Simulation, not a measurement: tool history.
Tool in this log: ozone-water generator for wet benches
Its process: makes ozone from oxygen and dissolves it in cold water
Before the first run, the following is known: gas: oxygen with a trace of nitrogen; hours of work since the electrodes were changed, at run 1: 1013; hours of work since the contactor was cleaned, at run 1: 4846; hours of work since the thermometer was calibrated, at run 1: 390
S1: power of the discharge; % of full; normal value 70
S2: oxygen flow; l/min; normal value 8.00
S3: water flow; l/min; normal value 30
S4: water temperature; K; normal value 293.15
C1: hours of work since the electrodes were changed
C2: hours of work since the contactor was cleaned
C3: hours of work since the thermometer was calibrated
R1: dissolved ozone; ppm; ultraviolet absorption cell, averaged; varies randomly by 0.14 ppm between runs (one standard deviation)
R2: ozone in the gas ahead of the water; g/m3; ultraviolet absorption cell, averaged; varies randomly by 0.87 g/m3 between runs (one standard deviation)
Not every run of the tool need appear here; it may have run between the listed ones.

run	hour	S1	S2	S3	S4	C1	C2	C3	R1	R2
1	0.0	70	8.00	30	293.15	1013	4846	390	16.6	141.1
2	30.2	70	8.00	30	293.15	1042	4875	420	16.7	141.8
3	53.7	70	8.00	30	293.15	1065	4898	442	16.4	140.9
4	89.4	70	8.00	30	293.15	1099	4932	477	16.6	140.6
5	118.0	70	8.00	30	293.15	1127	4960	504	16.4	140.0
6	145.3	75	8.00	30	293.15	1154	4986	531	17.6	146.6
7	167.9	75	4.66	30	293.15	1175	5008	553	16.0	184.4
8	184.3	75	4.66	30	293.15	1191	5024	569	15.8	184.7
9	210.0	75	4.66	30	293.15	1216	5049	593	16.0	186.4
10	232.4	75	4.66	30	293.15	1238	5070	615	15.7	184.6
11	254.1	70	8.00	30	293.15	1259	5091	636	16.6	140.6
12	290.6	70	8.00	30	293.15	1294	5127	671	16.5	140.0
13	318.3	70	8.00	30	293.15	1321	5153	698	16.6	139.2
14	343.9	70	8.00	30	293.15	1346	5178	723	16.5	139.4
15	374.8	70	8.00	30	293.15	1376	5208	753	16.3	140.6
16	410.5	70	8.00	30	293.15	1410	5243	787	16.6	139.6
17	437.5	71	8.00	30	293.15	1436	5269	813	16.6	142.7
18	467.7	71	8.00	30	293.15	1465	5298	843	16.8	142.0
19	497.3	57	8.00	30	293.15	1494	5327	871	14.5	121.8
20	517.5	52	8.00	29	300.15	1513	5346	891	12.0	112.7
21	547.7	61	8.00	30	293.15	1543	5375	920	15.1	128.9
22	564.4	52	8.00	42	298.15	1559	5391	936	9.5	112.6
23	583.5	77	8.00	30	293.15	1577	5410	955	17.3	148.2
24	613.0	77	8.00	30	293.15	1606	5438	983	17.7	149.3
25	640.4	71	13.09	33	289.15	1632	5465	1010	17.0	114.4
26	661.1	71	13.09	33	289.15	1652	5485	1030	17.4	114.3
27	695.0	71	13.09	33	289.15	1685	5518	1062	17.2	115.3
28	727.1	69	4.52	23	295.15	1716	5549	1094	17.7	175.6
29	761.3	69	4.52	23	295.15	1749	5582	1127	17.9	175.5
30	785.7	43	8.00	24	293.15	1773	5605	1150	13.6	97.8
# hour 798.6: contactor cleaned
31	819.6	51	10.71	24	293.15	1802	20	1179	15.7	98.6
32	837.0	71	6.14	30	293.15	1819	37	1196	16.5	156.5
33	864.0	49	4.44	18	291.15	1845	63	1222	18.0	138.3
34	887.8	49	4.12	18	291.15	1868	86	1245	17.7	142.8

Table of differences, measured result less the result of that run with no hidden state. Run-to-run variation is the same in both. Gauge scatter possibly is not:
Hidden conditions of the tool in this case: yield of the discharge, % of new electrodes'; contactor's efficiency, % of a clean one's; true water temperature over the reading, C; drift of the gauge itself on ozone_ppm, %; drift of the gauge itself on gas_g_m3, %.
run	R1	R2
1	-0.6	-1.3
2	-0.5	-1.4
3	-0.6	-1.5
4	-0.5	-1.5
5	-0.6	-1.6
6	-0.6	-1.8
7	-0.6	-2.3
8	-0.6	-2.3
9	-0.5	-2.5
10	-0.6	-2.5
11	-0.6	-1.8
12	-0.7	-1.9
13	-0.6	-2.0
14	-0.6	-1.9
15	-0.6	-2.0
16	-0.6	-2.0
17	-0.6	-2.2
18	-0.6	-2.3
19	-0.6	-1.6
20	-0.4	-1.4
21	-0.6	-1.9
22	-0.4	-1.5
23	-0.8	-2.6
24	-0.7	-2.7
25	-0.8	-2.0
26	-0.8	-2.1
27	-0.8	-2.1
28	-0.7	-3.3
29	-0.7	-3.3
30	-0.5	-1.3
31	-0.2	-1.5
32	-0.4	-3.2
33	-0.2	-2.2
34	-0.3	-2.2
